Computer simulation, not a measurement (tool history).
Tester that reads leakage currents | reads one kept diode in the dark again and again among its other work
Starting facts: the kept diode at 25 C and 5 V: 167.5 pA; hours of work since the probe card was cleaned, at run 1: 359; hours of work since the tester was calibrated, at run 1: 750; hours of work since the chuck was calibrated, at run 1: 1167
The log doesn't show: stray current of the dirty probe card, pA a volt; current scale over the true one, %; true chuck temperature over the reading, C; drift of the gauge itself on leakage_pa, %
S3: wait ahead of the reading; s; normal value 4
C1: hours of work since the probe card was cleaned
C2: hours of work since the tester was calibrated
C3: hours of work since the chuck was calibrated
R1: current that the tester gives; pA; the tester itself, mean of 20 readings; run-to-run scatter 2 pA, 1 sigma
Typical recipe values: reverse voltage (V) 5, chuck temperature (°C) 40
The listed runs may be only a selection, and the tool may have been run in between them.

Run 1, hour 0: usual settings; C1 359; C2 750; C3 1167. Result: R1 634.36 pA.
Run 2, hour 73.5: usual settings; C1 409; C2 800; C3 1218. Result: R1 634.63 pA.
Run 3, hour 144.5: usual settings but chuck temperature (°C) 35; C1 458; C2 848; C3 1266. Result: R1 409.46 pA.
Run 4, hour 193.7: usual settings but chuck temperature (°C) 33; C1 491; C2 882; C3 1300. Result: R1 339.7 pA.
Run 5, hour 232.2: usual settings; C1 518; C2 908; C3 1326. Result: R1 630.25 pA.
Run 6, hour 274.3: usual settings but S3 2.81 s; C1 546; C2 937; C3 1355. Result: R1 632.73 pA.
Run 7, hour 323.7: usual settings but S3 2.81 s; C1 580; C2 971; C3 1388. Result: R1 630.18 pA.
Run 8, hour 383.8: usual settings; C1 621; C2 1012; C3 1430. Result: R1 627.43 pA.
Run 9, hour 422.5: usual settings; C1 648; C2 1038; C3 1456. Result: R1 628.32 pA.
Run 10, hour 469.5: usual settings; C1 680; C2 1070; C3 1488. Result: R1 626.29 pA.
Run 11, hour 534.6: usual settings; C1 724; C2 1115; C3 1533. Result: R1 628.12 pA.
Run 12, hour 621.1: usual settings; C1 783; C2 1174; C3 1592. Result: R1 624.91 pA.
At hour 647.8: chuck's temperature calibrated.
Run 13, hour 703.6: usual settings; C1 838; C2 1229; C3 38. Result: R1 662.75 pA.
Run 14, hour 773: usual settings; C1 886; C2 1276; C3 85. Result: R1 660.42 pA.
Run 15, hour 849.4: usual settings; C1 938; C2 1329; C3 138. Result: R1 663.52 pA.
Run 16, hour 898.1: usual settings; C1 971; C2 1362; C3 171. Result: R1 659.54 pA.
Run 17, hour 960.6: usual settings; C1 1014; C2 1405; C3 214. Result: R1 661.83 pA.
Run 18, hour 1021.7: usual settings; C1 1056; C2 1446; C3 255. Result: R1 657.9 pA.
Run 19, hour 1105.4: usual settings but reverse voltage (V) 1.27; C1 1113; C2 1504; C3 313. Result: R1 330.16 pA.
Run 20, hour 1196.7: usual settings; C1 1175; C2 1566; C3 375. Result: R1 655.56 pA.
Run 21, hour 1272.4: usual settings; C1 1227; C2 1618; C3 427. Result: R1 650.95 pA.
At hour 1283.9: probe card cleaned and baked.
Run 22, hour 1331.6: usual settings but reverse voltage (V) 3.07, chuck temperature (°C) 23, S3 1.46 s; C1 33; C2 1656; C3 465. Result: R1 114.84 pA.
Run 23, hour 1376: usual settings but chuck temperature (°C) 32, S3 0.42 s; C1 63; C2 1686; C3 495. Result: R1 330.69 pA.
Run 24, hour 1450.8: usual settings but S3 0.74 s; C1 114; C2 1738; C3 547. Result: R1 660.3 pA.
Run 25, hour 1508.7: usual settings but chuck temperature (°C) 47, S3 0.41 s; C1 154; C2 1777; C3 586. Result: R1 1177.7 pA.
Run 26, hour 1588.1: usual settings but chuck temperature (°C) 47, S3 0.41 s; C1 208; C2 1831; C3 640. Result: R1 1171.92 pA.
At hour 1622.5: probe card cleaned and baked, once more.
Run 27, hour 1658.9: usual settings but reverse voltage (V) 1.04, chuck temperature (°C) 51, S3 0.37 s; C1 25; C2 1878; C3 687. Result: R1 738.9 pA.
Run 28, hour 1716: usual settings but reverse voltage (V) 10.64, chuck temperature (°C) 51; C1 64; C2 1917; C3 726. Result: R1 2329.27 pA.
Run 29, hour 1788.7: usual settings but reverse voltage (V) 10.64, chuck temperature (°C) 51; C1 114; C2 1966; C3 775. Result: R1 2324.38 pA.
At hour 1860.7: tester calibrated.
Run 30, hour 1864.6: usual settings but reverse voltage (V) 5.26, chuck temperature (°C) 41, S3 2.26 s; C1 164; C2 3; C3 826. Result: R1 717.13 pA.
Run 31, hour 1912.2: usual settings but reverse voltage (V) 4.77, chuck temperature (°C) 27, S3 0.75 s; C1 197; C2 35; C3 858. Result: R1 194.65 pA.
Run 32, hour 1974: usual settings but chuck temperature (°C) 50; C1 239; C2 77; C3 901. Result: R1 1482.59 pA.
Run 33, hour 2018.7: usual settings but chuck temperature (°C) 53; C1 269; C2 108; C3 931. Result: R1 1873.58 pA.
Run 34, hour 2056.4: usual settings but chuck temperature (°C) 53; C1 295; C2 134; C3 957. Result: R1 1877.33 pA.

Estimate the outcome of run 35 from the log above:
Run 35, hour 2130.6: usual settings but chuck temperature (°C) 53; C1 346; C2 184; C3 1008. Result: R1 ?.

R1: 1866.45 pA
With no hidden state in the tool, this same run would have given R1 1925.52 pA.
